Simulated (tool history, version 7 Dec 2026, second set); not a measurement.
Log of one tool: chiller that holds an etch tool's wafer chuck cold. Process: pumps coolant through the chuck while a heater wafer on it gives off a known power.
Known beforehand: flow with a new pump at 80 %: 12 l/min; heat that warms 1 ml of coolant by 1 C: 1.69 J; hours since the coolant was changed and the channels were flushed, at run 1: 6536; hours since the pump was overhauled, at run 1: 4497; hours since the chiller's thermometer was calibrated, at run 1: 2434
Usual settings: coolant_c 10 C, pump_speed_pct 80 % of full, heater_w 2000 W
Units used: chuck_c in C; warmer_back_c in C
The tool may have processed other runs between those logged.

| run | hour | coolant_c | pump_speed_pct | heater_w | hours since the coolant was changed and the channels were flushed | hours since the pump was overhauled | hours since the chiller's thermometer was calibrated | chuck_c | warmer_back_c |
|---|---|---|---|---|---|---|---|---|---|
| 1 | 0.0 | 10 | 80 | 2000 | 6536 | 4497 | 2434 | 22.6 | 5.96 |
| 2 | 98.6 | 10 | 83 | 2000 | 6634 | 4596 | 2532 | 22.2 | 5.68 |
| 3 | 163.4 | 10 | 83 | 2000 | 6699 | 4661 | 2597 | 22.4 | 5.65 |
| 4 | 268.8 | 10 | 83 | 2000 | 6804 | 4766 | 2703 | 22.2 | 5.71 |
| 5 | 377.9 | 10 | 83 | 2000 | 6913 | 4875 | 2812 | 22.2 | 5.66 |
| 6 | 465.8 | 10 | 80 | 2000 | 7001 | 4963 | 2900 | 22.7 | 5.87 |
| 7 | 552.6 | 9 | 80 | 2000 | 7088 | 5050 | 2986 | 21.7 | 5.81 |
| 8 | 614.3 | 9 | 80 | 2000 | 7150 | 5112 | 3048 | 21.7 | 5.92 |
|  | 701.4 | coolant changed, channels flushed |
| 9 | 713.5 | 9 | 80 | 2000 | 12 | 5205 | 3141 | 21.7 | 5.82 |
| 10 | 766.8 | 14 | 80 | 2000 | 65 | 5258 | 3195 | 26.5 | 5.81 |
| 11 | 874.4 | 14 | 80 | 2000 | 173 | 5366 | 3302 | 26.8 | 5.87 |
| 12 | 975.1 | 14 | 80 | 2000 | 274 | 5466 | 3403 | 26.8 | 5.77 |
| 13 | 1044.8 | 14 | 87 | 2000 | 343 | 5536 | 3473 | 26.0 | 5.29 |
| 14 | 1159.7 | 14 | 87 | 2000 | 458 | 5651 | 3587 | 25.8 | 5.32 |
| 15 | 1261.0 | 10 | 80 | 2626 | 560 | 5752 | 3689 | 26.6 | 7.61 |
|  | 1322.2 | chiller's thermometer calibrated |
| 16 | 1356.8 | 10 | 80 | 2626 | 654 | 5847 | 35 | 26.7 | 7.64 |

What does the tool deliver on the next run?
| 17 | 1424.8 | 19 | 80 | 2535 | 722 | 5915 | 103 | ? | ? |

Logged for run 17: chuck_c 35.1 C, warmer_back_c 7.38 C.
Were there no unlogged condition in the tool, this run, its random variation unchanged, would have produced chuck_c 35.0 C, warmer_back_c 7.50 C.
